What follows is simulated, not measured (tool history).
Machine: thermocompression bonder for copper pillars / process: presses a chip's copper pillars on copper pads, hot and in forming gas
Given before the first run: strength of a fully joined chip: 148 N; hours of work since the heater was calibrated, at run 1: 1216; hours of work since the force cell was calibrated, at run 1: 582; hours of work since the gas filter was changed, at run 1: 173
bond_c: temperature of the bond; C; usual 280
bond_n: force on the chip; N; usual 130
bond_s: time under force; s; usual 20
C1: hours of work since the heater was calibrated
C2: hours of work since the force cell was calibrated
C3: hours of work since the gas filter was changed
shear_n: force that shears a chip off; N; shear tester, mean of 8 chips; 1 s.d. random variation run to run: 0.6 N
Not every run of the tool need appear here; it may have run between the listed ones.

Run 1, day 0.000: usual settings; C1 1216; C2 582; C3 173. Result: shear_n 53.4 N.
Run 2, day 1.479: usual settings; C1 1237; C2 603; C3 195. Result: shear_n 53.1 N.
Run 3, day 2.954: usual settings; C1 1259; C2 625; C3 216. Result: shear_n 54.2 N.
Run 4, day 4.050: usual settings; C1 1274; C2 640; C3 232. Result: shear_n 53.5 N.
Run 5, day 4.925: usual settings; C1 1287; C2 653; C3 244. Result: shear_n 52.7 N.
Run 6, day 5.842: usual settings; C1 1300; C2 666; C3 258. Result: shear_n 53.1 N.
Run 7, day 7.596: usual settings but bond_s 25 s; C1 1325; C2 692; C3 283. Result: shear_n 58.1 N.
Run 8, day 9.504: usual settings but bond_s 25 s; C1 1353; C2 719; C3 310. Result: shear_n 57.2 N.
At day 10.262: forming gas filter changed.
At day 10.708: heater calibrated with a thermocouple chip.
Run 9, day 10.708: usual settings but bond_s 25 s; C1 0; C2 735; C3 5. Result: shear_n 65.7 N.
Run 10, day 12.596: usual settings but bond_c 298 C, bond_s 58 s; C1 27; C2 762; C3 32. Result: shear_n 103.9 N.
Run 11, day 13.496: usual settings but bond_c 298 C, bond_s 58 s; C1 40; C2 775; C3 45. Result: shear_n 104.3 N.
Run 12, day 15.462: usual settings but bond_c 260 C, bond_n 148 N, bond_s 13 s; C1 69; C2 803; C3 74. Result: shear_n 42.0 N.
Run 13, day 17.417: usual settings but bond_c 295 C, bond_s 27 s; C1 97; C2 832; C3 102. Result: shear_n 79.1 N.

Estimate the outcome of run 14 from the log above:
Run 14, day 18.596: usual settings but bond_c 295 C, bond_n 109 N, bond_s 31 s; C1 114; C2 849; C3 119. Result: shear_n ?.

Run 14 gave shear_n 71.1 N.
Minus the tool's unlogged condition, the same run would have read shear_n 70.5 N.
